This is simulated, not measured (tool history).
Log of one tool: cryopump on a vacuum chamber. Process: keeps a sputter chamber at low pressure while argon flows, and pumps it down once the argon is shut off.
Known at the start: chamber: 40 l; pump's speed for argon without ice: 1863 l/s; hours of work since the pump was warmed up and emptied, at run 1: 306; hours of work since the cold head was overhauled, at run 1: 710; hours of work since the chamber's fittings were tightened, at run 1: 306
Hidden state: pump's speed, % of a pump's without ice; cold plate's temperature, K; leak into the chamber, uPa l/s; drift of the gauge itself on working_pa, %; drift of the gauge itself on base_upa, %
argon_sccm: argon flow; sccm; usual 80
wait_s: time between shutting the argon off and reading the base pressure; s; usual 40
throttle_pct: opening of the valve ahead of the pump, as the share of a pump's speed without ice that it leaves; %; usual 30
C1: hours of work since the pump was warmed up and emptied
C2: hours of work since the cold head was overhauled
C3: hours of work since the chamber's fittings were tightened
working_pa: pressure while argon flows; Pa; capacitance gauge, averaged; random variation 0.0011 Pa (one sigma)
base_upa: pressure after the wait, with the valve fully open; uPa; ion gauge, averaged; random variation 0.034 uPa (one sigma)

{"run": 1, "day": 0.0, "argon_sccm": 80, "wait_s": 40, "throttle_pct": 30, "C1": 306, "C2": 710, "C3": 306, "working_pa": 0.2569, "base_upa": 1.99}
{"run": 2, "day": 1.9, "argon_sccm": 80, "wait_s": 40, "throttle_pct": 30, "C1": 335, "C2": 739, "C3": 335, "working_pa": 0.2591, "base_upa": 2.04}
{"day": 3.396, "done": "pump warmed up, emptied and cooled again"}
{"run": 3, "day": 3.588, "argon_sccm": 80, "wait_s": 40, "throttle_pct": 30, "C1": 3, "C2": 761, "C3": 357, "working_pa": 0.2442, "base_upa": 2.0}
{"run": 4, "day": 5.867, "argon_sccm": 80, "wait_s": 55, "throttle_pct": 30, "C1": 38, "C2": 796, "C3": 392, "working_pa": 0.2459, "base_upa": 1.52}
{"run": 5, "day": 8.412, "argon_sccm": 80, "wait_s": 55, "throttle_pct": 30, "C1": 76, "C2": 835, "C3": 430, "working_pa": 0.2487, "base_upa": 1.57}
{"run": 6, "day": 9.733, "argon_sccm": 80, "wait_s": 55, "throttle_pct": 30, "C1": 96, "C2": 855, "C3": 450, "working_pa": 0.2473, "base_upa": 1.5}
{"run": 7, "day": 11.75, "argon_sccm": 80, "wait_s": 55, "throttle_pct": 30, "C1": 127, "C2": 885, "C3": 481, "working_pa": 0.2502, "base_upa": 1.6}
{"run": 8, "day": 13.558, "argon_sccm": 80, "wait_s": 201, "throttle_pct": 30, "C1": 154, "C2": 913, "C3": 508, "working_pa": 0.25, "base_upa": 0.78}
{"run": 9, "day": 16.462, "argon_sccm": 80, "wait_s": 40, "throttle_pct": 30, "C1": 198, "C2": 957, "C3": 553, "working_pa": 0.2524, "base_upa": 2.07}
{"run": 10, "day": 18.671, "argon_sccm": 90, "wait_s": 40, "throttle_pct": 30, "C1": 232, "C2": 991, "C3": 586, "working_pa": 0.2864, "base_upa": 2.11}
{"run": 11, "day": 21.592, "argon_sccm": 80, "wait_s": 40, "throttle_pct": 20, "C1": 276, "C2": 1035, "C3": 630, "working_pa": 0.3786, "base_upa": 2.2}
{"run": 12, "day": 23.488, "argon_sccm": 86, "wait_s": 27, "throttle_pct": 20, "C1": 305, "C2": 1064, "C3": 659, "working_pa": 0.4078, "base_upa": 2.95}
{"run": 13, "day": 25.321, "argon_sccm": 132, "wait_s": 27, "throttle_pct": 54, "C1": 333, "C2": 1091, "C3": 687, "working_pa": 0.2533, "base_upa": 3.01}
{"day": 26.771, "done": "pump warmed up, emptied and cooled again"}
{"run": 14, "day": 27.1, "argon_sccm": 132, "wait_s": 27, "throttle_pct": 54, "C1": 5, "C2": 1115, "C3": 711, "working_pa": 0.224, "base_upa": 2.84}
{"run": 15, "day": 29.738, "argon_sccm": 132, "wait_s": 56, "throttle_pct": 53, "C1": 45, "C2": 1155, "C3": 751, "working_pa": 0.2324, "base_upa": 1.66}
{"run": 16, "day": 32.479, "argon_sccm": 132, "wait_s": 56, "throttle_pct": 53, "C1": 87, "C2": 1197, "C3": 793, "working_pa": 0.2362, "base_upa": 1.69}
{"run": 17, "day": 35.179, "argon_sccm": 80, "wait_s": 39, "throttle_pct": 20, "C1": 128, "C2": 1238, "C3": 834, "working_pa": 0.371, "base_upa": 2.25}
{"run": 18, "day": 37.712, "argon_sccm": 157, "wait_s": 261, "throttle_pct": 17, "C1": 166, "C2": 1277, "C3": 872, "working_pa": 0.857, "base_upa": 0.82}
{"run": 19, "day": 40.458, "argon_sccm": 135, "wait_s": 241, "throttle_pct": 42, "C1": 208, "C2": 1318, "C3": 914, "working_pa": 0.3111, "base_upa": 0.88}
{"run": 20, "day": 42.3, "argon_sccm": 135, "wait_s": 241, "throttle_pct": 42, "C1": 236, "C2": 1346, "C3": 942, "working_pa": 0.3156, "base_upa": 0.94}

Forecast each of these 5 alternatives for the next run:
{"run": "A", "day": 44.008, "argon_sccm": 54, "wait_s": 40, "throttle_pct": 37, "C1": 262, "C2": 1372, "C3": 968, "working_pa": "?", "base_upa": "?"}
{"run": "B", "day": 44.008, "argon_sccm": 80, "wait_s": 53, "throttle_pct": 30, "C1": 262, "C2": 1372, "C3": 968, "working_pa": "?", "base_upa": "?"}
{"run": "C", "day": 44.008, "argon_sccm": 91, "wait_s": 100, "throttle_pct": 59, "C1": 262, "C2": 1372, "C3": 968, "working_pa": "?", "base_upa": "?"}
{"run": "D", "day": 44.008, "argon_sccm": 38, "wait_s": 207, "throttle_pct": 42, "C1": 262, "C2": 1372, "C3": 968, "working_pa": "?", "base_upa": "?"}
{"run": "E", "day": 44.008, "argon_sccm": 89, "wait_s": 40, "throttle_pct": 30, "C1": 262, "C2": 1372, "C3": 968, "working_pa": "?", "base_upa": "?"}

run=A working_pa=0.1423 base_upa=2.29
run=B working_pa=0.2576 base_upa=1.90
run=C working_pa=0.1574 base_upa=1.32
run=D working_pa=0.0898 base_upa=0.97
run=E working_pa=0.2889 base_upa=2.29
Without the tool's hidden state the same runs would have given:
run=A working_pa=0.1320 base_upa=1.79
run=B working_pa=0.2424 base_upa=1.40
run=C working_pa=0.1401 base_upa=0.82
run=D working_pa=0.0825 base_upa=0.46
run=E working_pa=0.2719 base_upa=1.78

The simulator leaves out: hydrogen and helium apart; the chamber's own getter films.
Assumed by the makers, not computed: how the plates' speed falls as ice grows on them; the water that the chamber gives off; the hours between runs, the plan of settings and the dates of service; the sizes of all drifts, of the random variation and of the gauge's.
